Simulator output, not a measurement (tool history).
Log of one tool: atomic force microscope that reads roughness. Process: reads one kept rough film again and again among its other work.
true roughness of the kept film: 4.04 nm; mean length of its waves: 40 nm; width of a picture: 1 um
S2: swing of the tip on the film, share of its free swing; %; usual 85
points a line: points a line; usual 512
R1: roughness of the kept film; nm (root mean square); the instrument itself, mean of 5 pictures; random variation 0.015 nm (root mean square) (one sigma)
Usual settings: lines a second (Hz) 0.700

{"run": 1, "day": 0.0, "lines a second (Hz)": 0.7, "S2": 85, "points a line": 512, "R1": 3.054}
{"run": 2, "day": 0.375, "lines a second (Hz)": 0.7, "S2": 85, "points a line": 512, "R1": 3.039}
{"day": 0.475, "done": "new tip fitted"}
{"run": 3, "day": 0.933, "lines a second (Hz)": 0.7, "S2": 60, "points a line": 512, "R1": 3.734}
{"run": 4, "day": 1.417, "lines a second (Hz)": 0.7, "S2": 60, "points a line": 512, "R1": 3.722}
{"run": 5, "day": 2.171, "lines a second (Hz)": 0.7, "S2": 85, "points a line": 552, "R1": 3.578}
{"run": 6, "day": 2.667, "lines a second (Hz)": 0.7, "S2": 85, "points a line": 552, "R1": 3.596}
{"run": 7, "day": 3.488, "lines a second (Hz)": 0.7, "S2": 64, "points a line": 512, "R1": 3.639}
{"run": 8, "day": 4.129, "lines a second (Hz)": 1.48, "S2": 85, "points a line": 512, "R1": 3.371}
{"run": 9, "day": 4.7, "lines a second (Hz)": 1.48, "S2": 85, "points a line": 512, "R1": 3.366}
{"run": 10, "day": 5.421, "lines a second (Hz)": 1.48, "S2": 85, "points a line": 512, "R1": 3.317}
{"day": 5.5, "done": "height scale calibrated on a step standard"}
{"run": 11, "day": 5.9, "lines a second (Hz)": 1.48, "S2": 85, "points a line": 512, "R1": 3.333}
{"run": 12, "day": 6.7, "lines a second (Hz)": 0.7, "S2": 85, "points a line": 512, "R1": 3.446}
{"day": 7.233, "done": "height scale calibrated on a step standard, once more"}
{"run": 13, "day": 7.308, "lines a second (Hz)": 1.118, "S2": 85, "points a line": 512, "R1": 3.317}
{"run": 14, "day": 7.725, "lines a second (Hz)": 2.526, "S2": 82, "points a line": 512, "R1": 3.145}
{"run": 15, "day": 8.425, "lines a second (Hz)": 2.526, "S2": 82, "points a line": 512, "R1": 3.123}
{"run": 16, "day": 9.154, "lines a second (Hz)": 2.526, "S2": 82, "points a line": 512, "R1": 3.111}
{"run": 17, "day": 9.654, "lines a second (Hz)": 3.612, "S2": 81, "points a line": 512, "R1": 2.967}
{"run": 18, "day": 10.112, "lines a second (Hz)": 0.7, "S2": 85, "points a line": 679, "R1": 3.306}
{"run": 19, "day": 10.496, "lines a second (Hz)": 1.007, "S2": 58, "points a line": 568, "R1": 3.368}
{"run": 20, "day": 11.212, "lines a second (Hz)": 1.007, "S2": 58, "points a line": 568, "R1": 3.339}
{"run": 21, "day": 11.879, "lines a second (Hz)": 1.007, "S2": 58, "points a line": 493, "R1": 3.328}

Forecast run 22:
{"run": 22, "day": 12.558, "lines a second (Hz)": 0.828, "S2": 68, "points a line": 521, "R1": "?"}

{"run 22": {"R1": 3.31}}
Without the tool's hidden state the same run would have given R1 3.717 nm (root mean square).
